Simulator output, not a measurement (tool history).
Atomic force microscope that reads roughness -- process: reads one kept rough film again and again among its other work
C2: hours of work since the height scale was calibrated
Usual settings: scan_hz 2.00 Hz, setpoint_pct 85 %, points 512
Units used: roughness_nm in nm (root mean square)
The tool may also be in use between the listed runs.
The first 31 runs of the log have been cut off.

{"run": 32, "hour": 209.9, "scan_hz": 1.63, "setpoint_pct": 58, "points": 552, "pictures with this tip": 41, "C2": 27, "roughness_nm": 2.812}
{"run": 33, "hour": 215.7, "scan_hz": 1.63, "setpoint_pct": 58, "points": 552, "pictures with this tip": 52, "C2": 31, "roughness_nm": 2.755}
{"run": 34, "hour": 223.4, "scan_hz": 2.54, "setpoint_pct": 66, "points": 312, "pictures with this tip": 67, "C2": 37, "roughness_nm": 2.615}
{"hour": 225.3, "done": "new tip fitted"}
{"run": 35, "hour": 229.6, "scan_hz": 2.54, "setpoint_pct": 89, "points": 686, "pictures with this tip": 9, "C2": 41, "roughness_nm": 2.656}
{"run": 36, "hour": 235.8, "scan_hz": 2.42, "setpoint_pct": 85, "points": 702, "pictures with this tip": 21, "C2": 46, "roughness_nm": 2.655}
{"run": 37, "hour": 241.6, "scan_hz": 1.95, "setpoint_pct": 85, "points": 289, "pictures with this tip": 32, "C2": 51, "roughness_nm": 2.641}
{"run": 38, "hour": 251.0, "scan_hz": 2.0, "setpoint_pct": 73, "points": 853, "pictures with this tip": 51, "C2": 58, "roughness_nm": 2.694}
{"run": 39, "hour": 259.9, "scan_hz": 2.0, "setpoint_pct": 73, "points": 853, "pictures with this tip": 68, "C2": 64, "roughness_nm": 2.612}
{"hour": 261.1, "done": "new tip fitted"}
{"run": 40, "hour": 265.0, "scan_hz": 2.0, "setpoint_pct": 73, "points": 853, "pictures with this tip": 7, "C2": 68, "roughness_nm": 2.839}
{"run": 41, "hour": 271.9, "scan_hz": 2.0, "setpoint_pct": 62, "points": 269, "pictures with this tip": 21, "C2": 73, "roughness_nm": 2.875}
{"run": 42, "hour": 277.7, "scan_hz": 0.68, "setpoint_pct": 85, "points": 312, "pictures with this tip": 32, "C2": 77, "roughness_nm": 2.786}
{"run": 43, "hour": 281.6, "scan_hz": 0.68, "setpoint_pct": 85, "points": 312, "pictures with this tip": 40, "C2": 80, "roughness_nm": 2.76}

What will run 44 give?
{"run": 44, "hour": 288.6, "scan_hz": 1.74, "setpoint_pct": 58, "points": 312, "pictures with this tip": 54, "C2": 86, "roughness_nm": "?"}

Run 44 yielded roughness_nm 2.741 nm (root mean square).
Without the tool's hidden state the same run would have given roughness_nm 2.989 nm (root mean square).

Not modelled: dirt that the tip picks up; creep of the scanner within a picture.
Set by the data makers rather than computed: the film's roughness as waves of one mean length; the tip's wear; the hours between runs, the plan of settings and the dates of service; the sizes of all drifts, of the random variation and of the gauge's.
